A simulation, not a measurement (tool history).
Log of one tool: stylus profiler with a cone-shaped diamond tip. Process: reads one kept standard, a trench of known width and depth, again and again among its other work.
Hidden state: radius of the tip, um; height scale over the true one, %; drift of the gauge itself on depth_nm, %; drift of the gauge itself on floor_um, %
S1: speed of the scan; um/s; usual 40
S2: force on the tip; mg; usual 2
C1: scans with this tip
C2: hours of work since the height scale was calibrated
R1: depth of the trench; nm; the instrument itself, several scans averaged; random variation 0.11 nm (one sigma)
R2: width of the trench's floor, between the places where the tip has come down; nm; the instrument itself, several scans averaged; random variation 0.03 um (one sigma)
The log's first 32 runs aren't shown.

run   hour   S1    S2    C1  C2       R1     R2
     431.1  -- height scale calibrated on a step standard
 33    440   18  0.87  7433   6  1006.44  45330
 34  452.7   18  0.87  7517  14  1006.67  45340
 35  460.5   18  0.87  7568  19  1006.44  45290
 36  470.3   30  0.75  7632  25  1005.73  45240
     484.2  -- height scale calibrated on a step standard, once more
 37  484.3   30  0.75  7721   0  1007.59  45210
 38  496.2   30  0.75  7800   8  1007.19  45210
 39  513.6  106  0.86  7914  19  1008.02  44880
 40  529.3   41  2.96  8018  29   1018.5  45240
 41  545.6  104  1.79  8125  40   1013.1  44980

Run 42 comes next. What will it give?
 42  559.1  14  1.79  8214  49   ?   ?

R1: 1013.21 nm
R2: 45300 nm
Without the tool's hidden state the same run would have given R1 1013.5 nm, R2 46540 nm.

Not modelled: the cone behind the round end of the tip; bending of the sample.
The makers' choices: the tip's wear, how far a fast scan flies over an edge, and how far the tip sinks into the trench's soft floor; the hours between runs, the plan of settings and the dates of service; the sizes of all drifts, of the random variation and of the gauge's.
